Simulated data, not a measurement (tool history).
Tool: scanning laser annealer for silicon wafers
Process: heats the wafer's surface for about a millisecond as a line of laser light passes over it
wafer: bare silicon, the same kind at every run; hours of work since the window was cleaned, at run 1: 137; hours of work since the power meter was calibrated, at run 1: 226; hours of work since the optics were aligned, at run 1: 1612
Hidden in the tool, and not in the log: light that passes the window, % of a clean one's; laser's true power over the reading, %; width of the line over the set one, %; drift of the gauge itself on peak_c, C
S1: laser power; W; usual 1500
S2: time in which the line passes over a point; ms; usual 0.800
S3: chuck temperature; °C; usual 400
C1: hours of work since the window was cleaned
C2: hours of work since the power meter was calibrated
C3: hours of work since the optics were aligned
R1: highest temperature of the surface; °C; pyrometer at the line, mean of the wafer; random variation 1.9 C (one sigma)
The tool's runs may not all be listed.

run 1 hour=0.0 | S1=1500 S2=0.800 S3=400 | C1=137 C2=226 C3=1612 | R1=1197
run 2 hour=75.6 | S1=1500 S2=0.800 S3=400 | C1=183 C2=271 C3=1657 | R1=1194
run 3 hour=129.8 | S1=1513 S2=0.800 S3=400 | C1=215 C2=303 C3=1690 | R1=1201
run 4 hour=192.6 | S1=1513 S2=0.800 S3=400 | C1=253 C2=341 C3=1727 | R1=1198
run 5 hour=227.7 | S1=1500 S2=0.800 S3=400 | C1=274 C2=362 C3=1748 | R1=1191
run 6 hour=288.4 | S1=1500 S2=0.800 S3=400 | C1=310 C2=398 C3=1785 | R1=1190
run 7 hour=363.7 | S1=1500 S2=0.800 S3=400 | C1=355 C2=443 C3=1830 | R1=1186
run 8 hour=400.2 | S1=1486 S2=0.800 S3=400 | C1=377 C2=465 C3=1852 | R1=1176
run 9 hour=439.9 | S1=1486 S2=0.800 S3=400 | C1=401 C2=489 C3=1875 | R1=1181
run 10 hour=481.8 | S1=1486 S2=0.800 S3=400 | C1=426 C2=514 C3=1900 | R1=1178
run 11 hour=551.5 | S1=1537 S2=0.800 S3=362 | C1=468 C2=556 C3=1942 | R1=1165
-- hour=614.2 optics aligned, line set to its width
run 12 hour=615.0 | S1=1500 S2=0.710 S3=368 | C1=503 C2=591 C3=0 | R1=1116
run 13 hour=674.2 | S1=1597 S2=0.637 S3=398 | C1=538 C2=626 C3=36 | R1=1156
run 14 hour=709.6 | S1=1511 S2=0.800 S3=400 | C1=559 C2=647 C3=57 | R1=1199
-- hour=717.9 laser's power meter calibrated
run 15 hour=790.2 | S1=1500 S2=0.800 S3=385 | C1=606 C2=43 C3=104 | R1=1175
run 16 hour=830.2 | S1=1488 S2=0.708 S3=385 | C1=630 C2=67 C3=128 | R1=1125
-- hour=869.8 laser's power meter calibrated, once more
run 17 hour=905.9 | S1=1488 S2=0.741 S3=385 | C1=673 C2=22 C3=171 | R1=1149
run 18 hour=970.8 | S1=1532 S2=0.827 S3=400 | C1=712 C2=60 C3=210 | R1=1228
run 19 hour=1035.3 | S1=1492 S2=0.992 S3=428 | C1=751 C2=99 C3=249 | R1=1307
run 20 hour=1090.7 | S1=1379 S2=0.808 S3=400 | C1=784 C2=132 C3=282 | R1=1135

How the hidden state differs across the entries between the runs, from the last listed run before each to the first after it:
Between runs 11 and 12: optics aligned, line set to its width (hour 614.2)
  light that passes the window, % of a clean one's: 98.31 -> 98.2; laser's true power over the reading, %: -0.9 -> -0.92; width of the line over the set one, %: 3.06 -> 0.02
  measured less the result without the state, R1: -35 -> -21 °C
Between runs 14 and 15: laser's power meter calibrated (hour 717.9)
  light that passes the window, % of a clean one's: 98.01 -> 97.86; laser's true power over the reading, %: -0.97 -> -1.15; width of the line over the set one, %: 0.11 -> 0.19
  measured less the result without the state, R1: -25 -> -28 °C
Between runs 16 and 17: laser's power meter calibrated, once more (hour 869.8)
  light that passes the window, % of a clean one's: 97.8 -> 97.65; laser's true power over the reading, %: -1.16 -> 0.16; width of the line over the set one, %: 0.22 -> 0.29
  measured less the result without the state, R1: -27 -> -19 °C

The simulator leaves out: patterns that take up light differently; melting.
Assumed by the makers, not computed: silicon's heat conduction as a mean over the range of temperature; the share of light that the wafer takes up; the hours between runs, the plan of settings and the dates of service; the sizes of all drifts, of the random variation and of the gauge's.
